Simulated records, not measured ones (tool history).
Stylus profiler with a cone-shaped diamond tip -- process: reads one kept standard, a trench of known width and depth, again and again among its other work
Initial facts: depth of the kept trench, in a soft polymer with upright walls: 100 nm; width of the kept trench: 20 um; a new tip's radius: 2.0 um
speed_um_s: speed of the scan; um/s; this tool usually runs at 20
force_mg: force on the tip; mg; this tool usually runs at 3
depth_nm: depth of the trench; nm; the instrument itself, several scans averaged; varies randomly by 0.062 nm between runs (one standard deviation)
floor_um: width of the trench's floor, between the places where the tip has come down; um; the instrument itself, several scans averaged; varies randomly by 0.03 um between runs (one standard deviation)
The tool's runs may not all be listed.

Run 1, day 0: usual settings. Result: depth_nm 100.33 nm, floor_um 18.56 um.
Run 2, day 0.788: usual settings. Result: depth_nm 100.32 nm, floor_um 18.59 um.
Run 3, day 2.146: usual settings but speed_um_s 10 um/s. Result: depth_nm 100.47 nm, floor_um 18.62 um.
Run 4, day 3.108: usual settings. Result: depth_nm 100.34 nm, floor_um 18.59 um.
Run 5, day 4.017: usual settings. Result: depth_nm 100.52 nm, floor_um 18.55 um.
Run 6, day 4.608: usual settings. Result: depth_nm 100.49 nm, floor_um 18.59 um.
Run 7, day 5.762: usual settings but speed_um_s 7 um/s, force_mg 4.41 mg. Result: depth_nm 100.69 nm, floor_um 18.64 um.
Run 8, day 6.429: usual settings but speed_um_s 8 um/s, force_mg 3.34 mg. Result: depth_nm 100.47 nm, floor_um 18.63 um.
Run 9, day 7.696: usual settings but speed_um_s 74 um/s, force_mg 1.67 mg. Result: depth_nm 100.24 nm, floor_um 18.34 um.
Run 10, day 8.892: usual settings but speed_um_s 52 um/s, force_mg 6.89 mg. Result: depth_nm 100.97 nm, floor_um 18.51 um.
Run 11, day 9.692: usual settings but speed_um_s 24 um/s. Result: depth_nm 100.48 nm, floor_um 18.55 um.

For run 12, what comes out?
Run 12, day 10.933: usual settings but speed_um_s 24 um/s. Result: depth_nm ?, floor_um ?.

depth_nm: 100.5 nm
floor_um: 18.55 um
The same run, on a tool lacking any hidden state, would have yielded depth_nm 100.86 nm, floor_um 18.69 um.
